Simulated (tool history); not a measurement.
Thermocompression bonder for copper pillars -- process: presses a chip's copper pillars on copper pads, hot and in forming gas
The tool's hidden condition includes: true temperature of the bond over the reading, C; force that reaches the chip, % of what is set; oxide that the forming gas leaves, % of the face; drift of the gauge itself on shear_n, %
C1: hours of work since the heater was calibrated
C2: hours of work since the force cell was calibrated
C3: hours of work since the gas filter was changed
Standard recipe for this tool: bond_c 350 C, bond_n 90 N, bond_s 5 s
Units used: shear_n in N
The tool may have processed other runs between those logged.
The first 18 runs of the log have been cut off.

run 19 hour=251.3 | bond_c=350 bond_n=68 bond_s=5 | C1=108 C2=233 C3=193 | shear_n=45.7
run 20 hour=261.1 | bond_c=350 bond_n=83 bond_s=5 | C1=112 C2=238 C3=198 | shear_n=54.3
run 21 hour=273.1 | bond_c=347 bond_n=82 bond_s=5 | C1=117 C2=243 C3=203 | shear_n=52.4
run 22 hour=287.5 | bond_c=347 bond_n=59 bond_s=5 | C1=123 C2=249 C3=209 | shear_n=39
run 23 hour=304.9 | bond_c=347 bond_n=59 bond_s=5 | C1=130 C2=256 C3=216 | shear_n=39.2
run 24 hour=320.7 | bond_c=347 bond_n=59 bond_s=5 | C1=137 C2=262 C3=222 | shear_n=38.9
run 25 hour=335.2 | bond_c=347 bond_n=84 bond_s=13 | C1=143 C2=269 C3=229 | shear_n=75.6
run 26 hour=351.6 | bond_c=361 bond_n=125 bond_s=9 | C1=150 C2=275 C3=235 | shear_n=99.4
run 27 hour=364 | bond_c=353 bond_n=62 bond_s=3 | C1=155 C2=281 C3=241 | shear_n=34.9
-- hour=369.3 forming gas filter changed
run 28 hour=382.9 | bond_c=369 bond_n=60 bond_s=4 | C1=163 C2=288 C3=6 | shear_n=47.1
run 29 hour=399.8 | bond_c=369 bond_n=60 bond_s=4 | C1=170 C2=295 C3=13 | shear_n=47.1
run 30 hour=412.1 | bond_c=335 bond_n=60 bond_s=11 | C1=175 C2=301 C3=18 | shear_n=47
run 31 hour=425.6 | bond_c=371 bond_n=90 bond_s=13 | C1=181 C2=306 C3=24 | shear_n=98.5
run 32 hour=434.6 | bond_c=350 bond_n=97 bond_s=13 | C1=184 C2=310 C3=27 | shear_n=86.2
run 33 hour=450.1 | bond_c=329 bond_n=83 bond_s=6 | C1=191 C2=316 C3=34 | shear_n=45
run 34 hour=458.2 | bond_c=320 bond_n=86 bond_s=5 | C1=194 C2=320 C3=37 | shear_n=38.3
run 35 hour=473.8 | bond_c=340 bond_n=59 bond_s=12 | C1=201 C2=326 C3=44 | shear_n=51
run 36 hour=490.8 | bond_c=340 bond_n=59 bond_s=14 | C1=208 C2=333 C3=51 | shear_n=54
run 37 hour=507.9 | bond_c=340 bond_n=59 bond_s=14 | C1=215 C2=341 C3=58 | shear_n=54.4
run 38 hour=517.9 | bond_c=361 bond_n=59 bond_s=3 | C1=219 C2=345 C3=62 | shear_n=37.1
run 39 hour=535.5 | bond_c=331 bond_n=95 bond_s=4 | C1=227 C2=352 C3=70 | shear_n=43.8

Here are 5 independent what-if runs from the current tool condition. What would each one return?
run A hour=549.5 | bond_c=348 bond_n=63 bond_s=8 | C1=233 C2=358 C3=75 | shear_n=?
run B hour=549.5 | bond_c=349 bond_n=61 bond_s=4 | C1=233 C2=358 C3=75 | shear_n=?
run C hour=549.5 | bond_c=371 bond_n=69 bond_s=5 | C1=233 C2=358 C3=75 | shear_n=?
run D hour=549.5 | bond_c=331 bond_n=70 bond_s=9 | C1=233 C2=358 C3=75 | shear_n=?
run E hour=549.5 | bond_c=350 bond_n=83 bond_s=5 | C1=233 C2=358 C3=75 | shear_n=?

run=A shear_n=50.5
run=B shear_n=37.3
run=C shear_n=58.9
run=D shear_n=47.1
run=E shear_n=54.3
What these runs would have given with no unlogged condition in the tool:
run=A shear_n=50.5
run=B shear_n=37.3
run=C shear_n=59
run=D shear_n=47.2
run=E shear_n=54.4
